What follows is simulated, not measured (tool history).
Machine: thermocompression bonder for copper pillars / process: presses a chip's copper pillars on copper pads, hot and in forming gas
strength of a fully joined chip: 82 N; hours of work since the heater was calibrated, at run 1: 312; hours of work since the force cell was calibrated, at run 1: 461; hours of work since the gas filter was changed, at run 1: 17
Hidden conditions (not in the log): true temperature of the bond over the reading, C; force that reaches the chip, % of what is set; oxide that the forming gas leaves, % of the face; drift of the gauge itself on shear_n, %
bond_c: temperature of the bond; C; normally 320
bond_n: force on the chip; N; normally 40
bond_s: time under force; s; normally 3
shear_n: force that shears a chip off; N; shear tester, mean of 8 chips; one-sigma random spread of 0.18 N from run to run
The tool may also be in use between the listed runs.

run,day,bond_c,bond_n,bond_s,hours of work since the heater was calibrated,hours of work since the force cell was calibrated,hours of work since the gas filter was changed,shear_n
1,0,320,40,3,312,461,17,34.7
2,0.379,320,40,3,317,466,22,34.7
3,0.833,320,40,3,323,472,28,34.9
4,1.533,320,40,4,333,482,38,38.6
5,2.158,320,40,4,341,490,46,37.8
6,2.925,320,40,4,352,501,57,38.5
7,3.254,320,40,4,357,505,61,38
8,3.671,320,40,4,362,511,67,37.7
9,4.075,341,40,4,368,517,72,43.8
10,4.571,339,40,4,375,523,79,42.8
11,4.904,320,40,3,379,528,84,34.1
12,5.65,320,48,3,389,538,94,39.9
13,6.046,320,40,3,395,544,99,33.7
14,6.671,320,40,3,403,552,108,33.7
# day 7.408: forming gas filter changed
15,7.438,320,40,3,414,563,0,35.3
16,7.95,320,40,3,421,570,7,34.9
17,8.696,320,40,3,431,580,18,34.7
18,9.062,320,40,3,436,585,23,34.9
19,9.658,320,40,6,444,593,31,44.2
20,10.146,320,39,3,451,600,38,33.7
21,10.812,304,40,6,460,609,47,39.4
22,11.271,320,40,5,466,615,53,41.5
23,11.925,320,40,5,475,624,62,41.2
24,12.358,320,36,3,481,630,68,30.4
25,12.712,320,36,3,486,635,73,30.7
26,13.475,320,45,3,496,645,83,37.7
27,14.212,320,45,3,507,655,93,38.2
28,14.775,320,45,3,514,663,101,38
29,15.583,320,31,2,525,674,112,21.3
# day 16.033: forming gas filter changed
30,16.092,320,52,2,532,681,1,39.5
31,16.758,320,38,2,541,690,10,28.4
32,17.175,298,26,3,547,696,16,18.1
33,17.783,309,26,3,555,704,24,19.4
34,18.242,325,40,3,561,710,30,36.1
35,18.846,308,40,3,570,719,39,31.4
36,19.258,308,40,3,575,724,44,31.5
37,19.958,308,27,2,585,734,54,16.8
38,20.525,330,40,2,593,742,62,31.7

Below are 5 alternative next runs, each starting from the tool's condition after run 38. Predict each:
A,21.158,311,39,3,601,750,70,?
B,21.158,320,28,4,601,750,70,?
C,21.158,320,35,3,601,750,70,?
D,21.158,320,38,3,601,750,70,?
E,21.158,293,34,6,601,750,70,?

run,shear_n
A,31.1
B,26.2
C,29.9
D,32.3
E,30.2
With no hidden state in the tool, these same runs would have given:
run,shear_n
A,31.2
B,26.2
C,30
D,32.4
E,30.4
